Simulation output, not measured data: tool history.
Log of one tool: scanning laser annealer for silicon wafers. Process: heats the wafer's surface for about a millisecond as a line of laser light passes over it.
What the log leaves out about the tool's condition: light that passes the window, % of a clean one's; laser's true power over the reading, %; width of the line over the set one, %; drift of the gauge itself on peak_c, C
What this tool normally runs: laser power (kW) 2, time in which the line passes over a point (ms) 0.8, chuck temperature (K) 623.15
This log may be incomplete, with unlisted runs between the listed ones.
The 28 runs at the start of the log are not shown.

run	day	laser power (kW)	time in which the line passes over a point (ms)	chuck temperature (K)	hours of work since the window was cleaned	hours of work since the power meter was calibrated	hours of work since the optics were aligned	highest temperature of the surface (K)
29	23.317	1.855	0.993	614.15	800	29	1731	1302.15
30	24.388	1.855	0.993	614.15	811	39	1741	1302.15
31	25.054	2.178	0.692	608.15	817	45	1748	1299.15
# day 25.35: laser's power meter calibrated, once more
32	26.008	2.178	0.692	608.15	825	6	1756	1295.15
33	26.571	2.178	0.692	608.15	831	12	1761	1293.15
34	27.267	2.178	0.793	627.15	837	19	1768	1355.15
35	28.104	2.178	0.793	627.15	845	27	1776	1354.15
36	28.792	1.988	0.926	645.15	852	33	1783	1358.15
37	29.275	2	0.972	623.15	857	38	1787	1349.15
38	30.329	2	0.972	623.15	867	48	1797	1349.15
39	31.375	2	0.972	623.15	877	58	1808	1353.15
40	32.362	2.139	0.8	609.15	887	68	1817	1324.15

Alternative continuations, all from the tool just after run 40; predict every row:
A	33.258	1.795	0.73	609.15	895	76	1826	?
B	33.258	1.788	0.637	637.15	895	76	1826	?
C	33.258	1.848	0.8	589.15	895	76	1826	?
D	33.258	1.978	0.829	612.15	895	76	1826	?

run	highest temperature of the surface (K)
A	1186.15
B	1186.15
C	1210.15
D	1284.15
Without the tool's hidden state the same runs would have given:
run	highest temperature of the surface (K)
A	1221.15
B	1219.15
C	1247.15
D	1325.15

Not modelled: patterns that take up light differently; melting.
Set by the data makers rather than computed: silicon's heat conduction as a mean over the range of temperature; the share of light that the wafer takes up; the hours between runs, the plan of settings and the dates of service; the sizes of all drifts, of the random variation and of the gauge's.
